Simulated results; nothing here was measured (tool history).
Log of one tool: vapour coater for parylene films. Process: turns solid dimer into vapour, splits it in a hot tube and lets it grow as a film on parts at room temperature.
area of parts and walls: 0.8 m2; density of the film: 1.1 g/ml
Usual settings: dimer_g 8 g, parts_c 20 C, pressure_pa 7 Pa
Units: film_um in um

run   hour  dimer_g  parts_c  pressure_pa  film_um
  1      0        8       20            7      4.7
  2   23.5        8       20            7     4.74
  3   39.8        8       20            7     4.77
  4   64.3        8       20            7      4.7
  5   80.2        8       20         6.72     4.74
  6  113.7        8       20         6.72     4.74
  7  138.7        8       24            7     4.32
  8  171.4        8       20         2.48     5.54
  9    202        8       22         2.48     5.22
 10  237.2        8       22         2.48     5.28

The next listed run, before its measurement:
 11  271.4        4       16         8.58        ?

{"run 11": {"film_um": 2.42}}
Without the tool's hidden state the same run would have given film_um 2.72 um.
